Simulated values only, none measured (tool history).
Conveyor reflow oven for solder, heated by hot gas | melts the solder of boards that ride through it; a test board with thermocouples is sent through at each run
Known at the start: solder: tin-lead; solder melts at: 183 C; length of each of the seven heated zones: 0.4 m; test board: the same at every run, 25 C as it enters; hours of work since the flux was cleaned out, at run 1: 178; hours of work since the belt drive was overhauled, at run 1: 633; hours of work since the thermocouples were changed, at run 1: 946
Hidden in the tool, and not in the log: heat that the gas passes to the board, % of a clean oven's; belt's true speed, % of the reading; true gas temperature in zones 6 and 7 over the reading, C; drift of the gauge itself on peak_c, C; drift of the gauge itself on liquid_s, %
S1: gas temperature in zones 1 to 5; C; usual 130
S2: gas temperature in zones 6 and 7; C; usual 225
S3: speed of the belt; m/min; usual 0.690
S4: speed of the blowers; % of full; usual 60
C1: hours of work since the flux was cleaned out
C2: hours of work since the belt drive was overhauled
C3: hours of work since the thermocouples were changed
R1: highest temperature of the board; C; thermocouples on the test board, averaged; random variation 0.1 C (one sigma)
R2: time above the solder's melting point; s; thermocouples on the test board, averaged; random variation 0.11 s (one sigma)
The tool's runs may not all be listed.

run	hour	S1	S2	S3	S4	C1	C2	C3	R1	R2
1	0.0	130	225	0.690	60	178	633	946	207.5	41.6
2	37.8	130	225	0.690	65	196	651	964	208.9	43.1
3	67.6	141	225	0.690	60	210	665	978	209.8	47.3
4	90.2	141	225	0.609	60	220	675	989	213.5	58.2
5	122.8	144	225	0.609	60	236	690	1004	214.1	59.7
6	166.2	144	225	0.609	60	256	711	1024	214.0	59.7
# hour 186.6: flux residue cleaned out of gas plates and filters
7	201.3	144	225	0.609	60	7	725	1038	214.7	60.7
8	239.5	117	225	0.609	60	25	743	1056	210.5	47.7
9	287.1	118	234	0.666	67	47	765	1078	217.4	48.7
# hour 305.7: belt drive overhauled, speed set with a stopwatch
10	323.7	118	234	0.666	67	62	8	1094	217.0	48.0
11	347.2	118	234	0.666	67	73	19	1105	216.8	47.7
12	379.7	115	215	0.666	67	89	35	1120	199.6	31.0
13	405.2	115	215	0.666	67	100	47	1132	199.8	30.9

Forecast each of these 3 alternatives for the next run:
A	445.3	122	215	0.666	67	119	65	1151	?	?
B	445.3	130	225	0.650	69	119	65	1151	?	?
C	445.3	134	214	0.690	55	119	65	1151	?	?

run	R1	R2
A	200.8	34.2
B	212.2	49.1
C	198.5	31.7
Without the tool's hidden state the same runs would have given:
run	R1	R2
A	199.0	32.2
B	210.4	47.6
C	196.8	29.5
